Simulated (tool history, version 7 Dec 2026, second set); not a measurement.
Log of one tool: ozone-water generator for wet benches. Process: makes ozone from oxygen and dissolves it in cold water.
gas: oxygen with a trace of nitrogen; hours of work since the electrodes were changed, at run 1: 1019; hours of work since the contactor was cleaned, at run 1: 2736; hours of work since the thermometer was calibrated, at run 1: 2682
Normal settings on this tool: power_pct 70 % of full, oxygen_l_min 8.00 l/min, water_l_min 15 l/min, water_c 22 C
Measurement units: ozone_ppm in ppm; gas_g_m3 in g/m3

run	hour	power_pct	oxygen_l_min	water_l_min	water_c	hours of work since the electrodes were changed	hours of work since the contactor was cleaned	hours of work since the thermometer was calibrated	ozone_ppm	gas_g_m3
1	0.0	70	8.00	15	22	1019	2736	2682	23.3	186.9
2	19.6	70	8.00	15	18	1038	2755	2701	25.3	188.2
3	45.9	70	8.00	15	26	1063	2781	2727	21.3	190.8
4	76.6	70	8.00	15	23	1093	2810	2757	22.8	186.0
5	115.9	70	8.00	15	22	1131	2848	2794	23.2	187.7
6	143.5	70	8.00	15	22	1158	2875	2821	23.3	187.7
7	177.0	70	8.00	15	22	1190	2908	2854	22.8	187.2
8	212.0	70	8.00	15	22	1224	2941	2887	23.0	185.7
9	228.2	85	10.98	16	24	1240	2957	2903	24.2	190.9
10	255.3	56	5.76	15	22	1266	2983	2929	19.6	180.7
11	278.1	70	5.78	13	22	1288	3005	2951	25.0	211.3
12	310.0	70	8.00	13	20	1319	3036	2982	25.7	184.7
13	346.3	75	7.74	12	18	1354	3071	3017	29.9	199.7
14	369.2	72	10.78	15	23	1376	3093	3040	22.4	169.2

Alternative continuations, all from the tool just after run 14; predict every row:
A	395.1	70	5.62	15	22	1401	3118	3065	?	?
B	395.1	72	5.90	14	23	1401	3118	3065	?	?
C	395.1	70	11.19	17	26	1401	3118	3065	?	?

run	ozone_ppm	gas_g_m3
A	23.0	214.9
B	24.2	215.4
C	19.3	161.1
Had the tool no hidden state, the same runs would have come out as:
run	ozone_ppm	gas_g_m3
A	24.2	221.9
B	25.5	222.5
C	20.3	166.4
